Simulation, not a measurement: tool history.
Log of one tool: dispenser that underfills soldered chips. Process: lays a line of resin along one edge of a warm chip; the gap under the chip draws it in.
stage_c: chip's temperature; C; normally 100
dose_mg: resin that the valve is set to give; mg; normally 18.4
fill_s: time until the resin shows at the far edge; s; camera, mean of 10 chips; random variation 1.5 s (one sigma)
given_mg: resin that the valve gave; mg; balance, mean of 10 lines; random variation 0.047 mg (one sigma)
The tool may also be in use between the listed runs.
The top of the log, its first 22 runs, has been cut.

run,hour,stage_c,dose_mg,fill_s,given_mg
23,114,100,18.9,186.4,18.42
24,118.8,85,16.9,382.9,16.35
# hour 120.9: new syringe of resin
25,124.5,106,18,128,17.44
26,129.3,88,22.2,279.8,21.46
27,133.1,96,22.1,233.9,21.3
# hour 135.8: new syringe of resin
28,137.9,112,22.4,98.1,21.5
29,141.1,106,23.8,130.8,22.89
30,147,95,21.2,237.7,20.38
# hour 151: new syringe of resin
# hour 154.1: dispensing valve cleaned and set on the balance
31,154.8,111,22.7,104.2,22.78
32,161,103,20.9,167.1,20.93

Below are 3 alternative next runs, each starting from the tool's condition after run 32. Predict each:
A,165.2,103,17.7,?,?
B,165.2,93,18.4,?,?
C,165.2,99,17.6,?,?

run,fill_s,given_mg
A,191.4,17.69
B,277.3,18.46
C,227.5,17.63
Had the tool no hidden state, the same runs would have come out as:
run,fill_s,given_mg
A,128.3,17.68
B,185.4,18.44
C,152.3,17.61
